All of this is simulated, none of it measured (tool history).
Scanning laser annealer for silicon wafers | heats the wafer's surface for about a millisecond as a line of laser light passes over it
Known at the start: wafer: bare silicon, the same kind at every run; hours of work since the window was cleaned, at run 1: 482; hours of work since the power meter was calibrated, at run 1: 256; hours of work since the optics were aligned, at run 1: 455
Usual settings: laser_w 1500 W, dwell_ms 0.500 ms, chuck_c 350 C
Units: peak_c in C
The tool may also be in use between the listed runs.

run	hour	laser_w	dwell_ms	chuck_c	hours of work since the window was cleaned	hours of work since the power meter was calibrated	hours of work since the optics were aligned	peak_c
1	0.0	1500	0.500	350	482	256	455	1071
2	20.2	1500	0.500	350	493	267	466	1072
3	41.2	1500	0.500	332	505	279	478	1052
4	66.8	1500	0.500	350	519	293	492	1070
5	80.9	1500	0.500	350	527	301	500	1071
6	94.5	1500	0.500	350	535	309	508	1068
7	115.1	1500	0.500	350	546	320	520	1065
8	131.2	1500	0.449	350	555	329	529	1022
# hour 137.7: optics aligned, line set to its width
9	157.9	1500	0.449	350	568	341	11	1021
10	172.5	1649	0.465	350	576	350	20	1103
11	198.4	1329	0.537	387	590	364	34	1046
12	222.3	1329	0.537	387	604	378	47	1048
13	241.9	1303	0.590	319	615	389	58	1001
14	261.1	1303	0.590	319	626	399	69	1000
15	281.9	1495	0.471	374	637	411	81	1062
16	299.8	1376	0.560	315	647	421	91	1011
# hour 319.5: optics aligned, line set to its width, once more
17	333.1	1618	0.500	321	663	437	8	1093
18	351.2	1279	0.401	360	673	447	18	893

The same runs without the tool's hidden state, with the same run-to-run variation:
The hidden state here: light that passes the window, % of a clean one's; laser's true power over the reading, %; width of the line over the set one, %; drift of the gauge itself on peak_c, C.
run	peak_c
1	1092
2	1093
3	1073
4	1092
5	1093
6	1090
7	1089
8	1044
9	1045
10	1131
11	1071
12	1073
13	1028
14	1027
15	1090
16	1039
17	1121
18	913
